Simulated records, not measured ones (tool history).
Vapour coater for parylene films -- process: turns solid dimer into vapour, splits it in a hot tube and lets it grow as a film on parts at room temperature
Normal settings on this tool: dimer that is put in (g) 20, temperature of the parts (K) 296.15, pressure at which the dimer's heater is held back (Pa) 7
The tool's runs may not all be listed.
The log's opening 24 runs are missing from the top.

| run | hour | dimer that is put in (g) | temperature of the parts (K) | pressure at which the dimer's heater is held back (Pa) | thickness of the film (nm) |
|---|---|---|---|---|---|
| 25 | 420.5 | 11 | 292.15 | 3.5 | 3550 |
| 26 | 442.1 | 16 | 291.15 | 4.76 | 5220 |
| 27 | 457 | 20 | 296.15 | 4.56 | 5130 |
| 28 | 476.9 | 12 | 296.15 | 4.74 | 3080 |
| 29 | 490 | 31 | 300.15 | 10 | 5840 |
| 30 | 501.1 | 31 | 300.15 | 10 | 5900 |
| 31 | 523.3 | 31 | 300.15 | 10 | 5850 |
| 32 | 534.3 | 16 | 293.15 | 2.03 | 5490 |
| 33 | 553.6 | 16 | 305.15 | 2.03 | 3070 |
| 34 | 571.9 | 16 | 305.15 | 2.03 | 3130 |
| 35 | 588.7 | 20 | 296.15 | 10.84 | 4500 |
| 36 | 601.5 | 20 | 296.15 | 4.73 | 5170 |
| 37 | 623.2 | 11 | 294.15 | 2.78 | 3410 |
| 38 | 640.4 | 22 | 289.15 | 11.42 | 6730 |
| 39 | 657.7 | 36 | 302.15 | 11.42 | 6010 |
| 40 | 672.3 | 14 | 300.15 | 2.34 | 3280 |
| 41 | 682.1 | 8 | 306.15 | 7 | 1210 |
| 42 | 692.5 | 35 | 292.15 | 2.5 | 12070 |
| 43 | 716.3 | 20 | 292.15 | 6.22 | 5850 |
| 44 | 738.1 | 20 | 292.15 | 6.22 | 5950 |
| 45 | 758.2 | 20 | 289.15 | 2.24 | 8000 |
| 46 | 770.7 | 12 | 305.15 | 2.24 | 2280 |

Each row is a separate what-if for the run after 46, all from the same tool condition, not one after another. Results?
| A | 787.6 | 12 | 305.15 | 10.79 | ? |
| B | 787.6 | 29 | 296.15 | 2.12 | ? |
| C | 787.6 | 20 | 293.15 | 7 | ? |

| run | thickness of the film (nm) |
|---|---|
| A | 1710 |
| B | 8370 |
| C | 5590 |
With the hidden condition removed and each run's random variation left untouched, the same runs would have given:
| run | thickness of the film (nm) |
|---|---|
| A | 1720 |
| B | 8420 |
| C | 5630 |

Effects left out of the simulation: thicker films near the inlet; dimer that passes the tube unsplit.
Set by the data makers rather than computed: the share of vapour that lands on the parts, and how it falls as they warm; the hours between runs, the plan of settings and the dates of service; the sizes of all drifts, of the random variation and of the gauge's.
